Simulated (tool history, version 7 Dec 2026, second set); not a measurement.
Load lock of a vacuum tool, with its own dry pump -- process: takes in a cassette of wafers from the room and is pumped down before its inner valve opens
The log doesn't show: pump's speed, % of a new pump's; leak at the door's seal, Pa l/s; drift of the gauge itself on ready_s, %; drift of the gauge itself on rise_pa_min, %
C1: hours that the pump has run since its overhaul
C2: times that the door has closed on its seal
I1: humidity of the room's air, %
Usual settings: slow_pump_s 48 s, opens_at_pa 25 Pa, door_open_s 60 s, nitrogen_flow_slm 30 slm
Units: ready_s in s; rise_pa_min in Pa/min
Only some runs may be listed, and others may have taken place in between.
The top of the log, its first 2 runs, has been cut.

{"run": 3, "hour": 541.1, "slow_pump_s": 48, "opens_at_pa": 25, "door_open_s": 60, "nitrogen_flow_slm": 30, "C1": 8945, "C2": 33995, "I1": 45.7, "ready_s": 83.0, "rise_pa_min": 0.4}
{"run": 4, "hour": 706.6, "slow_pump_s": 46, "opens_at_pa": 25, "door_open_s": 60, "nitrogen_flow_slm": 30, "C1": 9110, "C2": 34390, "I1": 45.3, "ready_s": 82.6, "rise_pa_min": 0.409}
{"run": 5, "hour": 976.7, "slow_pump_s": 46, "opens_at_pa": 25, "door_open_s": 60, "nitrogen_flow_slm": 30, "C1": 9380, "C2": 35034, "I1": 47.8, "ready_s": 81.8, "rise_pa_min": 0.422}
{"run": 6, "hour": 1262.6, "slow_pump_s": 48, "opens_at_pa": 25, "door_open_s": 152, "nitrogen_flow_slm": 30, "C1": 9666, "C2": 35717, "I1": 44.0, "ready_s": 84.1, "rise_pa_min": 0.467}
{"run": 7, "hour": 1441.4, "slow_pump_s": 48, "opens_at_pa": 25, "door_open_s": 152, "nitrogen_flow_slm": 30, "C1": 9845, "C2": 36144, "I1": 47.5, "ready_s": 85.0, "rise_pa_min": 0.494}
{"run": 8, "hour": 1697.6, "slow_pump_s": 48, "opens_at_pa": 25, "door_open_s": 152, "nitrogen_flow_slm": 30, "C1": 10101, "C2": 36755, "I1": 41.0, "ready_s": 84.4, "rise_pa_min": 0.493}
{"run": 9, "hour": 2013.5, "slow_pump_s": 27, "opens_at_pa": 25, "door_open_s": 60, "nitrogen_flow_slm": 30, "C1": 10417, "C2": 37509, "I1": 43.9, "ready_s": 67.5, "rise_pa_min": 0.471}
{"run": 10, "hour": 2337.1, "slow_pump_s": 48, "opens_at_pa": 25, "door_open_s": 60, "nitrogen_flow_slm": 30, "C1": 10741, "C2": 38282, "I1": 46.5, "ready_s": 84.6, "rise_pa_min": 0.486}
{"run": 11, "hour": 2493.9, "slow_pump_s": 48, "opens_at_pa": 25, "door_open_s": 60, "nitrogen_flow_slm": 30, "C1": 10897, "C2": 38656, "I1": 43.1, "ready_s": 85.0, "rise_pa_min": 0.48}
{"run": 12, "hour": 2644.1, "slow_pump_s": 48, "opens_at_pa": 25, "door_open_s": 60, "nitrogen_flow_slm": 30, "C1": 11048, "C2": 39014, "I1": 44.0, "ready_s": 85.0, "rise_pa_min": 0.482}
{"run": 13, "hour": 2927.7, "slow_pump_s": 48, "opens_at_pa": 25, "door_open_s": 31, "nitrogen_flow_slm": 30, "C1": 11331, "C2": 39691, "I1": 42.9, "ready_s": 84.6, "rise_pa_min": 0.494}
{"run": 14, "hour": 3182.5, "slow_pump_s": 48, "opens_at_pa": 25, "door_open_s": 60, "nitrogen_flow_slm": 30, "C1": 11586, "C2": 40299, "I1": 43.1, "ready_s": 84.3, "rise_pa_min": 0.508}
{"run": 15, "hour": 3390.8, "slow_pump_s": 48, "opens_at_pa": 25, "door_open_s": 60, "nitrogen_flow_slm": 30, "C1": 11794, "C2": 40797, "I1": 45.3, "ready_s": 85.9, "rise_pa_min": 0.523}
{"run": 16, "hour": 3626.8, "slow_pump_s": 33, "opens_at_pa": 25, "door_open_s": 60, "nitrogen_flow_slm": 30, "C1": 12030, "C2": 41360, "I1": 45.6, "ready_s": 73.3, "rise_pa_min": 0.537}
{"run": 17, "hour": 3899.9, "slow_pump_s": 48, "opens_at_pa": 44, "door_open_s": 60, "nitrogen_flow_slm": 30, "C1": 12303, "C2": 42012, "I1": 44.0, "ready_s": 82.9, "rise_pa_min": 0.539}
{"run": 18, "hour": 4080.6, "slow_pump_s": 48, "opens_at_pa": 44, "door_open_s": 60, "nitrogen_flow_slm": 30, "C1": 12484, "C2": 42443, "I1": 46.6, "ready_s": 83.1, "rise_pa_min": 0.566}
{"run": 19, "hour": 4290.6, "slow_pump_s": 48, "opens_at_pa": 27, "door_open_s": 60, "nitrogen_flow_slm": 30, "C1": 12694, "C2": 42944, "I1": 45.5, "ready_s": 85.8, "rise_pa_min": 0.573}
{"run": 20, "hour": 4547.0, "slow_pump_s": 24, "opens_at_pa": 22, "door_open_s": 60, "nitrogen_flow_slm": 15, "C1": 12950, "C2": 43556, "I1": 44.6, "ready_s": 67.3, "rise_pa_min": 0.593}
{"hour": 4661.5, "done": "door's seal changed, seat wiped"}
{"run": 21, "hour": 4812.8, "slow_pump_s": 24, "opens_at_pa": 22, "door_open_s": 60, "nitrogen_flow_slm": 15, "C1": 13215, "C2": 361, "I1": 45.1, "ready_s": 67.3, "rise_pa_min": 0.067}
{"run": 22, "hour": 4964.8, "slow_pump_s": 42, "opens_at_pa": 21, "door_open_s": 214, "nitrogen_flow_slm": 15, "C1": 13367, "C2": 724, "I1": 45.3, "ready_s": 82.5, "rise_pa_min": 0.151}
{"hour": 5082.1, "done": "dry pump taken out, an overhauled one fitted"}
{"run": 23, "hour": 5304.2, "slow_pump_s": 48, "opens_at_pa": 27, "door_open_s": 60, "nitrogen_flow_slm": 30, "C1": 222, "C2": 1520, "I1": 45.1, "ready_s": 77.7, "rise_pa_min": 0.052}
{"run": 24, "hour": 5489.0, "slow_pump_s": 48, "opens_at_pa": 31, "door_open_s": 60, "nitrogen_flow_slm": 30, "C1": 407, "C2": 1961, "I1": 43.9, "ready_s": 77.5, "rise_pa_min": 0.056}
{"run": 25, "hour": 5781.7, "slow_pump_s": 48, "opens_at_pa": 20, "door_open_s": 203, "nitrogen_flow_slm": 30, "C1": 700, "C2": 2659, "I1": 43.6, "ready_s": 80.7, "rise_pa_min": 0.117}

Run 26 has not been measured yet. What should we expect?
{"run": 26, "hour": 5961.3, "slow_pump_s": 63, "opens_at_pa": 20, "door_open_s": 102, "nitrogen_flow_slm": 4, "C1": 879, "C2": 3088, "I1": 44.2, "ready_s": "?", "rise_pa_min": "?"}

{"run 26": {"ready_s": 92.5, "rise_pa_min": 0.132}}
On a tool with no hidden condition, and with the same random variation, this run would have come out at ready_s 92.0 s, rise_pa_min 0.118 Pa/min.

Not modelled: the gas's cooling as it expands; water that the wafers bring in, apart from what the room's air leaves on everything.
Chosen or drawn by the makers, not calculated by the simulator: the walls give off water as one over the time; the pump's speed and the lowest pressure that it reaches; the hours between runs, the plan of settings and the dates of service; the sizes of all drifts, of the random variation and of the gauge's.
